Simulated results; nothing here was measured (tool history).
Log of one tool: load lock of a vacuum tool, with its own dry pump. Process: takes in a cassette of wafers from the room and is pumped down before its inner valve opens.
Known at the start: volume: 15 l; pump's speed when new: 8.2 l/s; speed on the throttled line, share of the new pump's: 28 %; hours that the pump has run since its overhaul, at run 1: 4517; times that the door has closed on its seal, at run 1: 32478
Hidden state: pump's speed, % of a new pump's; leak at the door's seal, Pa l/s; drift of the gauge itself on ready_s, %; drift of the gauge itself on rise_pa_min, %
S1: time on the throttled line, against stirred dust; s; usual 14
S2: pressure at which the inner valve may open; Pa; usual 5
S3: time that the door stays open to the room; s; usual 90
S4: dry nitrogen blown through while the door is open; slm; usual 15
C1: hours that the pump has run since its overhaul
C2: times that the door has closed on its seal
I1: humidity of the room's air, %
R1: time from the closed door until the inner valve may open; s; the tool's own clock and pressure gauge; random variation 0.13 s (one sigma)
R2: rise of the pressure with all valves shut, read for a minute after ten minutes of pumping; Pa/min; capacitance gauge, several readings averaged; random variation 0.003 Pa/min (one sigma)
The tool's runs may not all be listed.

run,hour,S1,S2,S3,S4,C1,C2,I1,R1,R2
1,0,14,5,90,15,4517,32478,46.2,28.8,0.358
2,100.2,14,5,90,15,4618,32844,47.1,28.7,0.37
3,166.7,14,5,90,15,4684,33087,46.8,28.6,0.365
4,241.5,14,5,90,15,4759,33360,46,29,0.351
5,333,14,5,90,4,4850,33695,45.4,28.7,0.389
6,421.9,14,5,90,4,4939,34020,43.4,28.7,0.387
7,483.2,14,5,90,15,5001,34244,46.8,28.9,0.385
8,604.4,14,5,90,15,5122,34687,42.8,28.8,0.379
9,728.6,14,5,90,15,5246,35140,44.2,28.6,0.397
10,851.3,13,5,90,15,5369,35589,47,28.2,0.394
11,944.8,14,5,90,29,5462,35931,43.6,28.7,0.391
12,1059,14,5,106,15,5576,36348,43.4,29,0.406
13,1129.1,14,5,106,15,5646,36604,42.2,28.9,0.411
14,1222.3,14,5,106,15,5740,36945,43.1,28.9,0.433
15,1303,14,5,106,9,5820,37240,44.9,29.1,0.444
16,1423.2,14,5,238,9,5941,37679,48,29.2,0.484
# hour 1443.2: door's seal changed, seat wiped
17,1480.6,14,5,238,9,5996,136,42.8,28.9,0.095
18,1571.3,14,5,238,9,6087,468,43.9,29,0.11
19,1693.8,24,6,90,15,6210,915,40.1,35.7,0.047
20,1762.5,19,5,116,5,6278,1167,46.8,32.5,0.086
21,1883.9,10,5,37,9,6400,1610,43.7,26.4,0.039
22,1966.7,14,5,90,13,6483,1913,43,28.8,0.059
23,2087.6,14,6,67,13,6604,2355,42.1,28.6,0.052
24,2162.1,14,6,67,13,6678,2627,44.5,28.8,0.06
25,2234.9,23,8,29,15,6751,2893,43.5,34.5,0.04
26,2343.3,8,9,90,27,6859,3289,47.7,23.6,0.053
27,2461.7,16,5,90,10,6978,3721,48,30.5,0.076
28,2544.6,8,5,90,10,7061,4025,46.3,24.9,0.07
29,2640.7,8,5,33,10,7157,4376,46,24.9,0.047
30,2719.7,9,5,90,15,7236,4664,43,25.5,0.063
31,2841.2,9,4,71,7,7357,5108,45.6,26.1,0.08
32,2960.9,14,5,90,9,7477,5546,44.3,29.2,0.089
33,3069.6,17,5,219,4,7585,5943,42.8,31.2,0.145
34,3145.2,19,7,75,17,7661,6219,47.1,32.1,0.071
35,3202.7,14,5,90,21,7719,6429,44.8,29.3,0.075
36,3299.7,14,5,47,21,7816,6784,44.2,29.2,0.063

3 ways to go on from here, each from the tool as it stands after run 36. What would each give?
A,3377.7,14,4,93,15,7894,7069,47.2,?,?
B,3377.7,10,5,90,15,7894,7069,47.1,?,?
C,3377.7,10,7,90,6,7894,7069,44.6,?,?

run,R1,R2
A,30,0.085
B,26.3,0.08
C,25.7,0.091
Without the tool's hidden state the same runs would have given:
run,R1,R2
A,29.1,0.056
B,25.4,0.051
C,24.8,0.062

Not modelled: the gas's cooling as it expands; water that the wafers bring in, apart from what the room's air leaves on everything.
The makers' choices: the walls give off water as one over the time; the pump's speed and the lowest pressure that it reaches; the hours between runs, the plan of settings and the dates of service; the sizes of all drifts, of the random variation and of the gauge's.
